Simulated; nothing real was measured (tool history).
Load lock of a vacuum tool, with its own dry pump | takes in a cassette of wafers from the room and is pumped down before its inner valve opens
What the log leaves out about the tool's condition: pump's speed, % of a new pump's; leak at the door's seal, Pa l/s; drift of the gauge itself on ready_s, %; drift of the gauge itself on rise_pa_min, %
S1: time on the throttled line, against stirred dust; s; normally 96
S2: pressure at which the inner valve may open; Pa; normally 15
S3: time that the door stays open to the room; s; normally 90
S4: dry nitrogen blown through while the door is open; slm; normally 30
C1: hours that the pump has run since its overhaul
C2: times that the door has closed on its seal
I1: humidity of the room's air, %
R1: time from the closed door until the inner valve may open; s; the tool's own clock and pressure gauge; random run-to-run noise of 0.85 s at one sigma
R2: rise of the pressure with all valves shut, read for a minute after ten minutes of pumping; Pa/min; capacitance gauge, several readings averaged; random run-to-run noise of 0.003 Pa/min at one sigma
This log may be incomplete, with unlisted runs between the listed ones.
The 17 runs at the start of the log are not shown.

| run | hour | S1 | S2 | S3 | S4 | C1 | C2 | I1 | R1 | R2 |
|---|---|---|---|---|---|---|---|---|---|---|
| 18 | 1219.4 | 96 | 15 | 90 | 8 | 7698 | 9160 | 46.3 | 134.1 | 0.045 |
| 19 | 1297.2 | 96 | 15 | 90 | 8 | 7776 | 9314 | 44.8 | 132.9 | 0.038 |
| 20 | 1381.1 | 96 | 15 | 90 | 8 | 7860 | 9481 | 47.5 | 133.9 | 0.042 |
| 21 | 1459.4 | 83 | 28 | 26 | 30 | 7938 | 9636 | 42.6 | 117.9 | 0.006 |
| 22 | 1527.2 | 158 | 11 | 41 | 8 | 8006 | 9770 | 44.2 | 187.2 | 0.028 |
| 23 | 1619.5 | 111 | 15 | 75 | 18 | 8098 | 9953 | 44.6 | 146.8 | 0.030 |
| 24 | 1729.8 | 96 | 15 | 107 | 30 | 8209 | 10172 | 45.1 | 132.8 | 0.026 |
| 25 | 1837.6 | 96 | 15 | 107 | 30 | 8316 | 10386 | 44.0 | 133.8 | 0.022 |
| 26 | 1895.1 | 96 | 15 | 107 | 30 | 8374 | 10500 | 44.6 | 133.0 | 0.020 |
| 27 | 1993.5 | 96 | 15 | 90 | 41 | 8472 | 10695 | 40.6 | 133.6 | 0.016 |
| 28 | 2094.6 | 69 | 18 | 68 | 30 | 8573 | 10896 | 47.0 | 108.5 | 0.018 |
| 29 | 2195.0 | 51 | 25 | 68 | 30 | 8674 | 11095 | 47.6 | 90.9 | 0.012 |
| 30 | 2248.6 | 51 | 25 | 68 | 30 | 8727 | 11201 | 45.1 | 90.7 | 0.018 |
| 31 | 2348.3 | 97 | 18 | 31 | 30 | 8827 | 11399 | 42.5 | 132.9 | 0.012 |
| 32 | 2449.6 | 97 | 13 | 31 | 19 | 8928 | 11600 | 43.6 | 134.6 | 0.019 |
| 33 | 2504.9 | 175 | 15 | 90 | 30 | 8984 | 11709 | 47.8 | 201.9 | 0.021 |
| 34 | 2569.3 | 103 | 21 | 123 | 8 | 9048 | 11837 | 45.2 | 139.6 | 0.048 |
| 35 | 2653.6 | 96 | 17 | 90 | 39 | 9132 | 12004 | 46.9 | 133.6 | 0.019 |
| 36 | 2703.8 | 96 | 17 | 90 | 39 | 9183 | 12104 | 49.9 | 132.0 | 0.018 |

Alternative continuations, all from the tool just after run 36; predict every row:
| A | 2766.0 | 96 | 17 | 31 | 39 | 9245 | 12227 | 47.9 | ? | ? |
| B | 2766.0 | 96 | 23 | 90 | 36 | 9245 | 12227 | 43.9 | ? | ? |
| C | 2766.0 | 96 | 17 | 90 | 6 | 9245 | 12227 | 46.1 | ? | ? |
| D | 2766.0 | 57 | 15 | 90 | 42 | 9245 | 12227 | 42.7 | ? | ? |

| run | R1 | R2 |
|---|---|---|
| A | 131.1 | 0.008 |
| B | 129.4 | 0.020 |
| C | 131.6 | 0.047 |
| D | 99.1 | 0.017 |
Stripped of hidden state, with their random variation kept, the same runs would have yielded:
| run | R1 | R2 |
|---|---|---|
| A | 131.0 | 0.008 |
| B | 129.4 | 0.019 |
| C | 131.5 | 0.047 |
| D | 99.1 | 0.017 |
